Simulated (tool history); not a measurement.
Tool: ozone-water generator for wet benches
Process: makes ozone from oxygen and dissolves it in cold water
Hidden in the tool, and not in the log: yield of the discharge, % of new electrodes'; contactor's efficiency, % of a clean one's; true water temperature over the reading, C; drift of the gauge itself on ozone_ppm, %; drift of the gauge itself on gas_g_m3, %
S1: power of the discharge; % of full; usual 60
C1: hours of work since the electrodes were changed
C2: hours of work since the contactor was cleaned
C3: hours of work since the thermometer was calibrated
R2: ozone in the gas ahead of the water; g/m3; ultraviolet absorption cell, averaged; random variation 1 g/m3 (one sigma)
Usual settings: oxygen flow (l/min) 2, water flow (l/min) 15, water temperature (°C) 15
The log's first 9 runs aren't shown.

{"run": 10, "day": 21.554, "S1": 71, "oxygen flow (l/min)": 3.53, "water flow (l/min)": 15, "water temperature (°C)": 15, "C1": 1086, "C2": 5500, "C3": 2618, "dissolved ozone (ppm)": 13.6, "R2": 147.2}
{"run": 11, "day": 22.979, "S1": 71, "oxygen flow (l/min)": 3.53, "water flow (l/min)": 15, "water temperature (°C)": 15, "C1": 1117, "C2": 5531, "C3": 2650, "dissolved ozone (ppm)": 13.7, "R2": 148.8}
{"run": 12, "day": 26.208, "S1": 60, "oxygen flow (l/min)": 2, "water flow (l/min)": 19, "water temperature (°C)": 15, "C1": 1189, "C2": 5603, "C3": 2722, "dissolved ozone (ppm)": 7.9, "R2": 169.2}
{"run": 13, "day": 27.954, "S1": 60, "oxygen flow (l/min)": 2, "water flow (l/min)": 17, "water temperature (°C)": 15, "C1": 1228, "C2": 5642, "C3": 2760, "dissolved ozone (ppm)": 9.1, "R2": 168.4}
{"run": 14, "day": 29.779, "S1": 87, "oxygen flow (l/min)": 2, "water flow (l/min)": 15, "water temperature (°C)": 15, "C1": 1268, "C2": 5682, "C3": 2801, "dissolved ozone (ppm)": 15, "R2": 235}
{"run": 15, "day": 32.658, "S1": 87, "oxygen flow (l/min)": 2, "water flow (l/min)": 15, "water temperature (°C)": 15, "C1": 1332, "C2": 5746, "C3": 2865, "dissolved ozone (ppm)": 15.1, "R2": 235.1}
{"run": 16, "day": 35.508, "S1": 87, "oxygen flow (l/min)": 2, "water flow (l/min)": 15, "water temperature (°C)": 15, "C1": 1395, "C2": 5810, "C3": 2928, "dissolved ozone (ppm)": 14.8, "R2": 234.7}
{"run": 17, "day": 38.592, "S1": 87, "oxygen flow (l/min)": 2.6, "water flow (l/min)": 15, "water temperature (°C)": 15, "C1": 1464, "C2": 5878, "C3": 2997, "dissolved ozone (ppm)": 15.8, "R2": 207.5}
{"run": 18, "day": 40.604, "S1": 87, "oxygen flow (l/min)": 2.6, "water flow (l/min)": 15, "water temperature (°C)": 15, "C1": 1508, "C2": 5923, "C3": 3041, "dissolved ozone (ppm)": 15.8, "R2": 206.3}
{"run": 19, "day": 42.788, "S1": 60, "oxygen flow (l/min)": 2.63, "water flow (l/min)": 15, "water temperature (°C)": 15, "C1": 1557, "C2": 5971, "C3": 3090, "dissolved ozone (ppm)": 11.4, "R2": 146.6}
{"day": 45.404, "done": "water thermometer calibrated"}
{"run": 20, "day": 45.762, "S1": 60, "oxygen flow (l/min)": 1.8, "water flow (l/min)": 21, "water temperature (°C)": 23, "C1": 1623, "C2": 6037, "C3": 8, "dissolved ozone (ppm)": 6.6, "R2": 177.8}
{"run": 21, "day": 47.808, "S1": 60, "oxygen flow (l/min)": 1.8, "water flow (l/min)": 21, "water temperature (°C)": 23, "C1": 1668, "C2": 6082, "C3": 53, "dissolved ozone (ppm)": 6.4, "R2": 176.1}
{"run": 22, "day": 49.808, "S1": 60, "oxygen flow (l/min)": 1.71, "water flow (l/min)": 21, "water temperature (°C)": 23, "C1": 1712, "C2": 6127, "C3": 98, "dissolved ozone (ppm)": 6.5, "R2": 182.3}
{"run": 23, "day": 51.55, "S1": 60, "oxygen flow (l/min)": 1.71, "water flow (l/min)": 21, "water temperature (°C)": 23, "C1": 1751, "C2": 6165, "C3": 136, "dissolved ozone (ppm)": 6.5, "R2": 183}
{"run": 24, "day": 53.038, "S1": 60, "oxygen flow (l/min)": 1.71, "water flow (l/min)": 21, "water temperature (°C)": 16, "C1": 1784, "C2": 6198, "C3": 169, "dissolved ozone (ppm)": 6.9, "R2": 182.1}
{"run": 25, "day": 55.508, "S1": 59, "oxygen flow (l/min)": 2, "water flow (l/min)": 15, "water temperature (°C)": 8, "C1": 1839, "C2": 6253, "C3": 224, "dissolved ozone (ppm)": 11.3, "R2": 164}
{"run": 26, "day": 57.042, "S1": 60, "oxygen flow (l/min)": 2.67, "water flow (l/min)": 23, "water temperature (°C)": 15, "C1": 1873, "C2": 6287, "C3": 258, "dissolved ozone (ppm)": 6.9, "R2": 143.7}
{"run": 27, "day": 58.5, "S1": 60, "oxygen flow (l/min)": 2.29, "water flow (l/min)": 10, "water temperature (°C)": 15, "C1": 1905, "C2": 6319, "C3": 291, "dissolved ozone (ppm)": 16.7, "R2": 155.6}
{"run": 28, "day": 60.85, "S1": 60, "oxygen flow (l/min)": 2.29, "water flow (l/min)": 10, "water temperature (°C)": 15, "C1": 1958, "C2": 6372, "C3": 343, "dissolved ozone (ppm)": 16.4, "R2": 155.4}
{"run": 29, "day": 62.238, "S1": 60, "oxygen flow (l/min)": 2.29, "water flow (l/min)": 10, "water temperature (°C)": 15, "C1": 1988, "C2": 6402, "C3": 374, "dissolved ozone (ppm)": 16.5, "R2": 155.6}
{"run": 30, "day": 63.588, "S1": 82, "oxygen flow (l/min)": 2, "water flow (l/min)": 15, "water temperature (°C)": 8, "C1": 2018, "C2": 6432, "C3": 404, "dissolved ozone (ppm)": 14.9, "R2": 217.7}
{"run": 31, "day": 65.075, "S1": 60, "oxygen flow (l/min)": 2, "water flow (l/min)": 15, "water temperature (°C)": 14, "C1": 2051, "C2": 6466, "C3": 437, "dissolved ozone (ppm)": 10.5, "R2": 166.1}
{"run": 32, "day": 67.308, "S1": 60, "oxygen flow (l/min)": 2, "water flow (l/min)": 15, "water temperature (°C)": 20, "C1": 2101, "C2": 6515, "C3": 486, "dissolved ozone (ppm)": 10.1, "R2": 167.1}
{"run": 33, "day": 68.929, "S1": 60, "oxygen flow (l/min)": 2, "water flow (l/min)": 15, "water temperature (°C)": 20, "C1": 2137, "C2": 6551, "C3": 522, "dissolved ozone (ppm)": 10.2, "R2": 165.2}
{"run": 34, "day": 70.9, "S1": 45, "oxygen flow (l/min)": 2.01, "water flow (l/min)": 18, "water temperature (°C)": 19, "C1": 2181, "C2": 6595, "C3": 566, "dissolved ozone (ppm)": 6.3, "R2": 128.6}

3 ways to go on from here, each from the tool as it stands after run 34. What would each give?
{"run": "A", "day": 73.658, "S1": 45, "oxygen flow (l/min)": 2.41, "water flow (l/min)": 18, "water temperature (°C)": 10, "C1": 2242, "C2": 6656, "C3": 627, "dissolved ozone (ppm)": "?", "R2": "?"}
{"run": "B", "day": 73.658, "S1": 42, "oxygen flow (l/min)": 2, "water flow (l/min)": 15, "water temperature (°C)": 7, "C1": 2242, "C2": 6656, "C3": 627, "dissolved ozone (ppm)": "?", "R2": "?"}
{"run": "C", "day": 73.658, "S1": 45, "oxygen flow (l/min)": 1.15, "water flow (l/min)": 18, "water temperature (°C)": 19, "C1": 2242, "C2": 6656, "C3": 627, "dissolved ozone (ppm)": "?", "R2": "?"}

run=A dissolved_ozone_(ppm)=7.2 R2=117.5
run=B dissolved_ozone_(ppm)=8.3 R2=123
run=C dissolved_ozone_(ppm)=5.5 R2=172.6
Without the tool's hidden state the same runs would have given:
run=A dissolved_ozone_(ppm)=8 R2=121.6
run=B dissolved_ozone_(ppm)=9.2 R2=126.8
run=C dissolved_ozone_(ppm)=6.1 R2=178.5
